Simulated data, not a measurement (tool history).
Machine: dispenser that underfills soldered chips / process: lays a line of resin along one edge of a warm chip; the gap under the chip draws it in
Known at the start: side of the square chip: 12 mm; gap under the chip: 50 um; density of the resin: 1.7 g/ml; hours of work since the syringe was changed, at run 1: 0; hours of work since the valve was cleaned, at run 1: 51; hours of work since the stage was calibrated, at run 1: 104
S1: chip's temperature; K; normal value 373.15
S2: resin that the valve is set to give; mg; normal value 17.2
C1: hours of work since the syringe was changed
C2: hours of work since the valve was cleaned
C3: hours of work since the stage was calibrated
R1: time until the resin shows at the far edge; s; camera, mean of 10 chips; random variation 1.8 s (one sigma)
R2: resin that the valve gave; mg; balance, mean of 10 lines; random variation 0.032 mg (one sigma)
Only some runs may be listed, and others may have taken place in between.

run   hour      S1    S2  C1  C2   C3     R1     R2
  1      0  373.15  17.2   0  51  104  174.5  16.95
  2    5.3  373.15  17.2   3  55  108  219.5  16.86
  3     13  373.15  17.2   9  60  113  305.7  16.89
      17.2  -- new syringe of resin
        20  -- dispensing valve cleaned and set on the balance
  4   20.7  373.15  17.2   2   1  117    197  17.18
  5   26.2  373.15  17.2   5   4  121  251.9  17.21
  6   34.3  373.15  17.2  10   9  126    357  17.12
      35.7  -- new syringe of resin
  7   38.5  373.15  17.2   2  12  129    198  17.16
  8   44.3  373.15  17.2   6  16  132  260.4  17.13
  9   51.4  373.15  17.2  10  20  137  353.6  17.06
      52.9  -- new syringe of resin
 10   58.2  373.15  17.2   3  25  141  223.3  17.02
 11   64.9  373.15  17.2   8  29  146  299.5  17.02
 12   69.3  362.15  17.2  11  32  148  492.5  16.91
      70.1  -- new syringe of resin
 13   73.8  380.15  17.2   2  35  151    169  16.93
 14   78.2  380.15  17.2   5  37  154  208.5  16.96
 15   81.6  380.15  17.2   8  40  156    236  16.99
      87.3  -- new syringe of resin
 16   87.7  373.15  17.2   0  43  160  182.3  16.92
 17   95.6  373.15  17.2   5  49  165  256.6  16.84
 18  103.3  373.15  17.2  10  54  170  351.8  16.87

The next listed run, before its measurement:
     104.2  -- new syringe of resin
 19  111.1  375.15  21.4   5  59  175   ?   ?

Run 19 measured R1 216.9 s, R2 20.93 mg.
If the tool had no hidden condition, the same run with the same run-to-run variation would have returned R1 159.2 s, R2 21.42 mg.
